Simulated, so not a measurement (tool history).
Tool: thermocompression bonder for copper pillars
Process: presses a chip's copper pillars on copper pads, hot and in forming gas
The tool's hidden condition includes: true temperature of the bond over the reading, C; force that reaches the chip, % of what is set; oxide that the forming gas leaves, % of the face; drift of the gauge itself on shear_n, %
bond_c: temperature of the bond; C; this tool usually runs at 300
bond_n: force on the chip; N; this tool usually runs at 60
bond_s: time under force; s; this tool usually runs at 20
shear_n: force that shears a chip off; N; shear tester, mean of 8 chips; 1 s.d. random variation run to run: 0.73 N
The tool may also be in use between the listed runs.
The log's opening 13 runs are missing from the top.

run,hour,bond_c,bond_n,bond_s,hours of work since the heater was calibrated,hours of work since the force cell was calibrated,hours of work since the gas filter was changed,shear_n
14,117.2,300,60,20,666,249,19,46
15,124.8,300,60,20,669,252,22,45.3
16,133.6,300,60,20,673,256,26,44.7
# hour 143.7: heater calibrated with a thermocouple chip
17,143.9,300,60,58,0,260,30,64.5
18,149.7,300,60,58,3,263,33,64.6
19,161.4,300,60,58,8,268,38,64
# hour 173.1: heater calibrated with a thermocouple chip, once more
20,176.1,300,53,20,1,274,44,44.1
21,189.8,300,53,20,8,280,50,44.1
22,203.5,299,79,25,14,287,57,72.8
23,209.2,299,79,25,17,289,59,71.3
24,219.8,295,79,25,22,294,64,68
25,228.7,295,79,25,26,298,68,67.7
26,234.3,295,79,25,28,301,71,66.8

What does the tool deliver on the next run?
27,244.6,271,75,12,33,306,76,?

Run 27 produced shear_n 32.1 N.
If the tool had no hidden condition, the same run with the same run-to-run variation would have returned shear_n 34 N.

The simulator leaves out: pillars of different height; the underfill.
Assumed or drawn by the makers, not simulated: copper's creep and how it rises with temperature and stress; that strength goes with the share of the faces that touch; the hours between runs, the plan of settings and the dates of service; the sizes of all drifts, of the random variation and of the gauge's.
